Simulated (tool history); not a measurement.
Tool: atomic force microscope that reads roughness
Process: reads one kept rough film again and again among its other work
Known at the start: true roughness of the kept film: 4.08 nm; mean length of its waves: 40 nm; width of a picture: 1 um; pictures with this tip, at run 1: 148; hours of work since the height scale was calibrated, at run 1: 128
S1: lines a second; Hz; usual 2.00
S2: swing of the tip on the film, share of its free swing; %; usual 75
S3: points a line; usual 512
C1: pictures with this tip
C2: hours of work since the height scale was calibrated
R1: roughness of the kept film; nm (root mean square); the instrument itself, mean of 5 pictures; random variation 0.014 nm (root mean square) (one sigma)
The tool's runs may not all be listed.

run	day	S1	S2	S3	C1	C2	R1
1	0.000	2.00	75	512	148	128	2.747
2	1.675	2.00	75	512	202	155	2.571
# day 2.325: new tip fitted
3	4.342	2.00	75	512	65	197	3.019
4	6.304	2.00	75	512	128	228	2.829
5	7.588	2.00	75	512	170	248	2.668
# day 9.233: new tip fitted
6	9.233	2.00	75	294	0	274	3.286
7	10.750	2.00	75	512	49	298	3.089
8	11.954	2.00	75	618	88	317	2.928
9	14.367	1.99	75	618	166	355	2.684
10	15.683	2.00	87	512	208	376	2.352
# day 16.188: new tip fitted
11	17.358	2.00	87	512	38	402	2.870
12	19.221	1.42	75	475	98	432	2.992

Run 13 comes next. What will it give?
13	21.525	1.42	75	475	172	468	?

{"run 13": {"R1": 2.78}}
Without the tool's hidden state the same run would have given R1 3.412 nm (root mean square).

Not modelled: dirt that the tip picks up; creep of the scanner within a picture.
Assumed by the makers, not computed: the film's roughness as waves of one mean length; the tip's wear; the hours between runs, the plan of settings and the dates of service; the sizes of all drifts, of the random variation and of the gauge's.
